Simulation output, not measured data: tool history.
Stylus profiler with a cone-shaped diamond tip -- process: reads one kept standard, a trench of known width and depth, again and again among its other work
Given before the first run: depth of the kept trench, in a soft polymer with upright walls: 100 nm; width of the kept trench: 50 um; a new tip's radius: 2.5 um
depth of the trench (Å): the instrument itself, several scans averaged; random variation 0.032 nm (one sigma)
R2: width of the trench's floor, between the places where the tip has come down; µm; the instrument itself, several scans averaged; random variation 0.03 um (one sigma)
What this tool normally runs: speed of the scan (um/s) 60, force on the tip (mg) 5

run 1 hour=0 | speed_of_the_scan_(um/s)=60 force_on_the_tip_(mg)=5 | depth_of_the_trench_(Å)=1013.1 R2=47.96
run 2 hour=9 | speed_of_the_scan_(um/s)=37 force_on_the_tip_(mg)=5 | depth_of_the_trench_(Å)=1012.6 R2=48.02
run 3 hour=25.4 | speed_of_the_scan_(um/s)=73 force_on_the_tip_(mg)=5 | depth_of_the_trench_(Å)=1012.9 R2=47.9
run 4 hour=37.6 | speed_of_the_scan_(um/s)=73 force_on_the_tip_(mg)=5 | depth_of_the_trench_(Å)=1013.5 R2=47.87
run 5 hour=49.1 | speed_of_the_scan_(um/s)=60 force_on_the_tip_(mg)=5 | depth_of_the_trench_(Å)=1013.2 R2=47.9
run 6 hour=62.3 | speed_of_the_scan_(um/s)=60 force_on_the_tip_(mg)=5 | depth_of_the_trench_(Å)=1013 R2=47.89
run 7 hour=74.8 | speed_of_the_scan_(um/s)=60 force_on_the_tip_(mg)=5 | depth_of_the_trench_(Å)=1012.9 R2=47.96
run 8 hour=90.3 | speed_of_the_scan_(um/s)=60 force_on_the_tip_(mg)=5.43 | depth_of_the_trench_(Å)=1013.8 R2=47.92
run 9 hour=99.4 | speed_of_the_scan_(um/s)=60 force_on_the_tip_(mg)=5 | depth_of_the_trench_(Å)=1013.8 R2=47.89
run 10 hour=111.3 | speed_of_the_scan_(um/s)=60 force_on_the_tip_(mg)=5 | depth_of_the_trench_(Å)=1013.4 R2=47.89
run 11 hour=123.9 | speed_of_the_scan_(um/s)=60 force_on_the_tip_(mg)=5 | depth_of_the_trench_(Å)=1013.2 R2=47.86
run 12 hour=134.3 | speed_of_the_scan_(um/s)=60 force_on_the_tip_(mg)=5 | depth_of_the_trench_(Å)=1013.3 R2=47.84
run 13 hour=145.1 | speed_of_the_scan_(um/s)=60 force_on_the_tip_(mg)=5 | depth_of_the_trench_(Å)=1013.9 R2=47.9
run 14 hour=153.6 | speed_of_the_scan_(um/s)=60 force_on_the_tip_(mg)=5 | depth_of_the_trench_(Å)=1013.8 R2=47.88
run 15 hour=162.7 | speed_of_the_scan_(um/s)=43 force_on_the_tip_(mg)=5 | depth_of_the_trench_(Å)=1013.7 R2=47.92
run 16 hour=173.6 | speed_of_the_scan_(um/s)=43 force_on_the_tip_(mg)=5 | depth_of_the_trench_(Å)=1013.5 R2=47.84
run 17 hour=187.2 | speed_of_the_scan_(um/s)=240 force_on_the_tip_(mg)=3.38 | depth_of_the_trench_(Å)=1010.9 R2=47.15
run 18 hour=195.1 | speed_of_the_scan_(um/s)=29 force_on_the_tip_(mg)=11.74 | depth_of_the_trench_(Å)=1021.1 R2=47.99
run 19 hour=209.1 | speed_of_the_scan_(um/s)=60 force_on_the_tip_(mg)=7.74 | depth_of_the_trench_(Å)=1017.4 R2=47.85
run 20 hour=225.8 | speed_of_the_scan_(um/s)=60 force_on_the_tip_(mg)=5 | depth_of_the_trench_(Å)=1012.9 R2=47.84
run 21 hour=235.7 | speed_of_the_scan_(um/s)=47 force_on_the_tip_(mg)=13.06 | depth_of_the_trench_(Å)=1023.6 R2=47.97
run 22 hour=243 | speed_of_the_scan_(um/s)=47 force_on_the_tip_(mg)=8.03 | depth_of_the_trench_(Å)=1017.7 R2=47.94
-- hour=259.2 new tip fitted, height scale calibrated
run 23 hour=261.9 | speed_of_the_scan_(um/s)=59 force_on_the_tip_(mg)=8.12 | depth_of_the_trench_(Å)=1014.5 R2=48.44
run 24 hour=276 | speed_of_the_scan_(um/s)=59 force_on_the_tip_(mg)=8.12 | depth_of_the_trench_(Å)=1014.5 R2=48.43

Run 25 is up next; what results do you expect?
run 25 hour=291.9 | speed_of_the_scan_(um/s)=59 force_on_the_tip_(mg)=8.12 | depth_of_the_trench_(Å)=? R2=?

Run 25 came out at depth of the trench (Å) 1014.9, R2 48.39 µm.
Without the tool's hidden state the same run would have given depth of the trench (Å) 1015, R2 48.43 µm.
